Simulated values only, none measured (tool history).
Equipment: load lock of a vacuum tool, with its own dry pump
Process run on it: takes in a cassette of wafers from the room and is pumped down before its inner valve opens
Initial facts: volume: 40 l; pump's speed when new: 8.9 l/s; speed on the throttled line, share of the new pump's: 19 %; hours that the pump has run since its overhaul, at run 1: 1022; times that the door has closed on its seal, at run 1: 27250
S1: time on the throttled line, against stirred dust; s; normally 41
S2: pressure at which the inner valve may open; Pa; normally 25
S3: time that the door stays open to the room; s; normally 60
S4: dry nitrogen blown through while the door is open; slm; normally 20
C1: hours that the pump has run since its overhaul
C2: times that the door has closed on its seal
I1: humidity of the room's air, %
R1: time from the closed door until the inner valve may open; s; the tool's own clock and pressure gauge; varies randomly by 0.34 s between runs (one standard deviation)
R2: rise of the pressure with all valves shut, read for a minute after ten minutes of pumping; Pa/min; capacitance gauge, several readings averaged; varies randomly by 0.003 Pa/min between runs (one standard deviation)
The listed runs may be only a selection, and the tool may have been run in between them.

run 1 day=0.000 | S1=41 S2=25 S3=60 S4=20 | C1=1022 C2=27250 | I1=47.0 | R1=71.8 R2=0.145
run 2 day=9.846 | S1=41 S2=25 S3=60 S4=20 | C1=1258 C2=28236 | I1=44.4 | R1=71.8 R2=0.154
run 3 day=17.479 | S1=41 S2=25 S3=46 S4=20 | C1=1441 C2=29000 | I1=45.3 | R1=72.1 R2=0.159
run 4 day=30.362 | S1=41 S2=25 S3=46 S4=20 | C1=1750 C2=30290 | I1=43.0 | R1=71.9 R2=0.170
run 5 day=41.196 | S1=41 S2=25 S3=46 S4=20 | C1=2010 C2=31374 | I1=47.4 | R1=71.6 R2=0.179
run 6 day=48.454 | S1=41 S2=25 S3=46 S4=20 | C1=2185 C2=32101 | I1=44.8 | R1=72.3 R2=0.184
run 7 day=59.388 | S1=41 S2=25 S3=46 S4=20 | C1=2447 C2=33196 | I1=43.2 | R1=71.8 R2=0.198
run 8 day=67.908 | S1=41 S2=25 S3=46 S4=20 | C1=2651 C2=34049 | I1=42.3 | R1=72.1 R2=0.204
run 9 day=74.592 | S1=41 S2=25 S3=46 S4=20 | C1=2812 C2=34718 | I1=44.6 | R1=72.2 R2=0.198
run 10 day=82.846 | S1=41 S2=25 S3=46 S4=20 | C1=3010 C2=35544 | I1=42.6 | R1=72.3 R2=0.211
run 11 day=92.721 | S1=41 S2=25 S3=46 S4=20 | C1=3247 C2=36533 | I1=47.2 | R1=72.6 R2=0.230
run 12 day=104.929 | S1=27 S2=25 S3=77 S4=8 | C1=3540 C2=37755 | I1=46.4 | R1=61.8 R2=0.249
-- day=111.654 door's seal changed, seat wiped
run 13 day=111.688 | S1=27 S2=25 S3=77 S4=8 | C1=3701 C2=4 | I1=46.8 | R1=60.8 R2=0.033
run 14 day=122.833 | S1=27 S2=25 S3=77 S4=8 | C1=3968 C2=1120 | I1=48.5 | R1=61.1 R2=0.036
run 15 day=134.858 | S1=24 S2=25 S3=191 S4=17 | C1=4257 C2=2324 | I1=44.3 | R1=58.8 R2=0.029
run 16 day=140.600 | S1=24 S2=25 S3=191 S4=17 | C1=4395 C2=2899 | I1=47.2 | R1=59.0 R2=0.034
run 17 day=150.317 | S1=24 S2=25 S3=191 S4=17 | C1=4628 C2=3871 | I1=39.6 | R1=59.4 R2=0.029
run 18 day=155.725 | S1=50 S2=25 S3=191 S4=19 | C1=4758 C2=4413 | I1=48.3 | R1=79.8 R2=0.037
run 19 day=165.688 | S1=33 S2=26 S3=176 S4=12 | C1=4997 C2=5410 | I1=46.1 | R1=67.0 R2=0.045
run 20 day=176.554 | S1=33 S2=26 S3=185 S4=12 | C1=5257 C2=6498 | I1=43.9 | R1=66.4 R2=0.055
run 21 day=182.225 | S1=51 S2=44 S3=47 S4=4 | C1=5394 C2=7066 | I1=43.4 | R1=78.3 R2=0.053
run 22 day=189.196 | S1=51 S2=44 S3=47 S4=4 | C1=5561 C2=7764 | I1=45.8 | R1=78.7 R2=0.058

Here are 3 independent what-if runs from the current tool condition. What would each one return?
run A day=199.396 | S1=41 S2=19 S3=60 S4=20 | C1=5806 C2=8785 | I1=45.8 | R1=? R2=?
run B day=199.396 | S1=41 S2=37 S3=60 S4=20 | C1=5806 C2=8785 | I1=43.8 | R1=? R2=?
run C day=199.396 | S1=26 S2=44 S3=130 S4=5 | C1=5806 C2=8785 | I1=45.3 | R1=? R2=?

run=A R1=75.4 R2=0.038
run=B R1=71.1 R2=0.042
run=C R1=58.7 R2=0.066
Without the tool's hidden state the same runs would have given:
run=A R1=72.9 R2=0.016
run=B R1=68.8 R2=0.021
run=C R1=56.3 R2=0.044
